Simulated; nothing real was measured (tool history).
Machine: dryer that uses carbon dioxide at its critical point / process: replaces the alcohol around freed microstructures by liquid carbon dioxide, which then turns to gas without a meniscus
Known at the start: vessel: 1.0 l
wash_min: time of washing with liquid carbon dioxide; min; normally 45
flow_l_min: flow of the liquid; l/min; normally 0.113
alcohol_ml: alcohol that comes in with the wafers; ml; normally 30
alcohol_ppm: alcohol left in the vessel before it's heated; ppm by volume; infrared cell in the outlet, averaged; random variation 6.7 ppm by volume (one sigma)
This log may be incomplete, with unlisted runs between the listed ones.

| run | hour | wash_min | flow_l_min | alcohol_ml | alcohol_ppm |
|---|---|---|---|---|---|
| 1 | 0 | 45 | 0.113 | 30 | 506 |
| 2 | 37.8 | 45 | 0.113 | 30 | 530 |
| 3 | 94.4 | 45 | 0.113 | 64 | 1183 |
| 4 | 130.8 | 45 | 0.098 | 64 | 2176 |
|  | 173.1 | inlet filter changed |
| 5 | 189.8 | 36 | 0.113 | 30 | 828 |
| 6 | 239.4 | 36 | 0.113 | 30 | 888 |
| 7 | 294.5 | 45 | 0.078 | 30 | 1515 |
| 8 | 324.9 | 45 | 0.078 | 30 | 1555 |
| 9 | 377.5 | 45 | 0.078 | 30 | 1699 |
| 10 | 415.4 | 45 | 0.078 | 30 | 1761 |
| 11 | 449.2 | 45 | 0.128 | 30 | 373 |
| 12 | 489.5 | 45 | 0.128 | 31 | 398 |
| 13 | 516.8 | 45 | 0.128 | 31 | 437 |
| 14 | 562.4 | 45 | 0.128 | 31 | 465 |
|  | 589.8 | inlet filter changed |
| 15 | 595.2 | 45 | 0.128 | 31 | 283 |
| 16 | 649 | 45 | 0.128 | 31 | 300 |
| 17 | 698.2 | 45 | 0.128 | 31 | 306 |
|  | 718.6 | purifier's bed changed |
| 18 | 730.1 | 45 | 0.113 | 102 | 1330 |
| 19 | 793.3 | 46 | 0.113 | 30 | 408 |
| 20 | 858.6 | 28 | 0.113 | 78 | 6041 |
| 21 | 885.6 | 36 | 0.076 | 64 | 7156 |
| 22 | 935.7 | 28 | 0.164 | 64 | 1810 |
| 23 | 980.1 | 28 | 0.164 | 64 | 1916 |
|  | 1008.1 | inlet filter changed |
| 24 | 1030.2 | 57 | 0.082 | 49 | 777 |
| 25 | 1066.7 | 57 | 0.082 | 49 | 824 |
| 26 | 1110.3 | 32 | 0.08 | 112 | 12318 |
| 27 | 1140.9 | 32 | 0.08 | 112 | 12388 |
| 28 | 1182.7 | 30 | 0.073 | 112 | 17625 |
| 29 | 1210 | 40 | 0.081 | 65 | 4353 |
| 30 | 1271.1 | 32 | 0.1 | 21 | 1662 |
| 31 | 1325.6 | 32 | 0.077 | 21 | 3002 |
| 32 | 1390.7 | 32 | 0.077 | 21 | 3241 |
|  | 1428.1 | inlet filter changed |
| 33 | 1449.5 | 32 | 0.183 | 56 | 362 |
| 34 | 1482.9 | 32 | 0.183 | 56 | 405 |
| 35 | 1526.7 | 32 | 0.183 | 56 | 416 |
| 36 | 1586.5 | 45 | 0.154 | 34 | 184 |
| 37 | 1634.9 | 45 | 0.154 | 34 | 187 |
| 38 | 1678.3 | 35 | 0.153 | 55 | 798 |

Some steps in alcohol_ppm between neighbouring runs. How much of each would the tool show without its hidden state too (settings, what came in, random variation), and how much is left for the hidden state, with any gauge scatter that isn't in both results?
The tool's hidden condition here consists of: flow that reaches the vessel past the clogged filter, %; alcohol in the recycled carbon dioxide, ppm; drift of the gauge itself on alcohol_ppm, %.
Run 19 -> 20: wash_min 46 -> 28, alcohol_ml 30 -> 78. alcohol_ppm +5633 ppm by volume: hidden state +1468, all else +4165.
Run 25 -> 26: wash_min 57 -> 32, flow_l_min 0.082 -> 0.08, alcohol_ml 49 -> 112. alcohol_ppm +11494 ppm by volume: hidden state +1122, all else +10372.
Run 28 -> 29: wash_min 30 -> 40, flow_l_min 0.073 -> 0.081, alcohol_ml 112 -> 65. alcohol_ppm -13272 ppm by volume: hidden state -1440, all else -11832.

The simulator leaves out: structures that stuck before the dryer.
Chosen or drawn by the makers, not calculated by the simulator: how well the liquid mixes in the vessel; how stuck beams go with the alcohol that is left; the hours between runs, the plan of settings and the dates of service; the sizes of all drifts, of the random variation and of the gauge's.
